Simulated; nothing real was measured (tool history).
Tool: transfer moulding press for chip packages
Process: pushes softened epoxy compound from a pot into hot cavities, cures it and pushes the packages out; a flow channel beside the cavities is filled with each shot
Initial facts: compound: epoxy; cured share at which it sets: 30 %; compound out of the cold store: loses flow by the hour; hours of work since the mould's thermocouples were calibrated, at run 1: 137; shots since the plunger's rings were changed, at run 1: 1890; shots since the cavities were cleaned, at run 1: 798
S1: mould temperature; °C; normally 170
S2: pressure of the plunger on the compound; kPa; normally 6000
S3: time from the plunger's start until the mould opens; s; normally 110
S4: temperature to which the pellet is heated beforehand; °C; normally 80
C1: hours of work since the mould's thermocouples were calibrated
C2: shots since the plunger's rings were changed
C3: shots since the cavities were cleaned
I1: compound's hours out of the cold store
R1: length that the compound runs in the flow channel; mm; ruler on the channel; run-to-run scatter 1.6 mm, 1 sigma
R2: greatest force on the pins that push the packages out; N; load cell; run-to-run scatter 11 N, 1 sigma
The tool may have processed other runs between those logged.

Run 1, hour 0.0: usual settings; C1 137; C2 1890; C3 798; I1 36.9. Result: R1 515 mm, R2 896 N.
Run 2, hour 8.2: usual settings but S4 79 °C; C1 141; C2 1953; C3 861; I1 37.2. Result: R1 515 mm, R2 889 N.
Run 3, hour 25.5: usual settings but S4 79 °C; C1 149; C2 2086; C3 994; I1 44.8. Result: R1 497 mm, R2 950 N.
At hour 34.4: cavities cleaned with cleaning compound and waxed.
Run 4, hour 41.6: usual settings but S4 79 °C; C1 156; C2 2198; C3 55; I1 13.4. Result: R1 566 mm, R2 567 N.
Run 5, hour 58.8: usual settings but S2 6790 kPa, S4 79 °C; C1 165; C2 2330; C3 187; I1 21.5. Result: R1 579 mm, R2 645 N.
Run 6, hour 73.1: usual settings but S2 6790 kPa, S4 79 °C; C1 172; C2 2439; C3 296; I1 12.8. Result: R1 601 mm, R2 727 N.
Run 7, hour 88.6: usual settings but S2 6790 kPa, S4 79 °C; C1 179; C2 2558; C3 415; I1 35.1. Result: R1 549 mm, R2 769 N.
At hour 96.0: plunger's sealing rings changed.
Run 8, hour 99.9: usual settings but S2 6790 kPa, S4 79 °C; C1 183; C2 31; C3 483; I1 37.9. Result: R1 556 mm, R2 790 N.
Run 9, hour 119.0: usual settings but S2 6350 kPa, S4 79 °C; C1 192; C2 177; C3 629; I1 36.2. Result: R1 542 mm, R2 849 N.
Run 10, hour 137.5: usual settings but S2 6350 kPa, S4 79 °C; C1 201; C2 319; C3 771; I1 35.1. Result: R1 543 mm, R2 936 N.
Run 11, hour 153.5: usual settings but S2 6350 kPa, S4 79 °C; C1 209; C2 442; C3 894; I1 23.2. Result: R1 570 mm, R2 966 N.
Run 12, hour 169.6: usual settings but S2 6350 kPa, S4 79 °C; C1 217; C2 565; C3 1017; I1 36.5. Result: R1 537 mm, R2 935 N.
At hour 175.0: cavities cleaned with cleaning compound and waxed.
Run 13, hour 183.8: usual settings but S2 6350 kPa, S4 79 °C; C1 223; C2 662; C3 67; I1 10.8. Result: R1 596 mm, R2 563 N.
Run 14, hour 196.1: usual settings but S2 4590 kPa, S4 72 °C; C1 229; C2 756; C3 161; I1 39.2. Result: R1 448 mm, R2 626 N.
Run 15, hour 213.8: usual settings but S2 4590 kPa, S3 109 s, S4 85 °C; C1 237; C2 892; C3 297; I1 20.0. Result: R1 487 mm, R2 738 N.
Run 16, hour 223.4: usual settings but S2 7270 kPa, S3 91 s, S4 76 °C; C1 242; C2 966; C3 371; I1 40.0. Result: R1 564 mm, R2 965 N.
Run 17, hour 236.5: usual settings but S1 163 °C, S2 5070 kPa; C1 248; C2 1066; C3 471; I1 17.6. Result: R1 529 mm, R2 1136 N.
Run 18, hour 247.9: usual settings but S1 178 °C, S2 5350 kPa; C1 254; C2 1153; C3 558; I1 10.0. Result: R1 532 mm, R2 784 N.
Run 19, hour 257.9: usual settings but S3 91 s; C1 258; C2 1230; C3 635; I1 26.4. Result: R1 538 mm, R2 1147 N.
Run 20, hour 266.1: usual settings but S1 174 °C, S3 91 s; C1 262; C2 1293; C3 698; I1 10.4. Result: R1 572 mm, R2 971 N.
Run 21, hour 284.6: usual settings but S1 174 °C, S3 91 s; C1 271; C2 1435; C3 840; I1 43.8. Result: R1 498 mm, R2 1002 N.
Run 22, hour 294.7: usual settings but S1 174 °C, S3 91 s; C1 276; C2 1512; C3 917; I1 21.8. Result: R1 543 mm, R2 998 N.
Run 23, hour 306.3: usual settings but S3 125 s, S4 88 °C; C1 282; C2 1602; C3 1007; I1 34.2. Result: R1 519 mm, R2 912 N.
At hour 314.2: cavities cleaned with cleaning compound and waxed.
Run 24, hour 323.6: usual settings but S3 125 s, S4 88 °C; C1 289; C2 1722; C3 71; I1 39.0. Result: R1 510 mm, R2 515 N.
Run 25, hour 334.0: usual settings but S1 164 °C, S4 76 °C; C1 294; C2 1802; C3 151; I1 11.5. Result: R1 581 mm, R2 867 N.
Run 26, hour 341.7: usual settings but S1 164 °C, S4 76 °C; C1 298; C2 1861; C3 210; I1 11.9. Result: R1 584 mm, R2 897 N.

What if the next run were any one of these 3? Each begins from the tool's condition after run 26:
Run A, hour 349.4: usual settings but S1 165 °C, S3 111 s, S4 81 °C; C1 302; C2 1920; C3 269; I1 42.1. Result: R1 ?, R2 ?.
Run B, hour 349.4: usual settings but S1 164 °C, S3 117 s, S4 76 °C; C1 302; C2 1920; C3 269; I1 23.1. Result: R1 ?, R2 ?.
Run C, hour 349.4: usual settings but S1 164 °C, S3 97 s, S4 74 °C; C1 302; C2 1920; C3 269; I1 31.1. Result: R1 ?, R2 ?.

run   R1    R2
  A  512   845
  B  555   858
  C  538  1234
With no hidden state in the tool, these same runs would have given:
run   R1   R2
  A  526  632
  B  570  644
  C  553  939

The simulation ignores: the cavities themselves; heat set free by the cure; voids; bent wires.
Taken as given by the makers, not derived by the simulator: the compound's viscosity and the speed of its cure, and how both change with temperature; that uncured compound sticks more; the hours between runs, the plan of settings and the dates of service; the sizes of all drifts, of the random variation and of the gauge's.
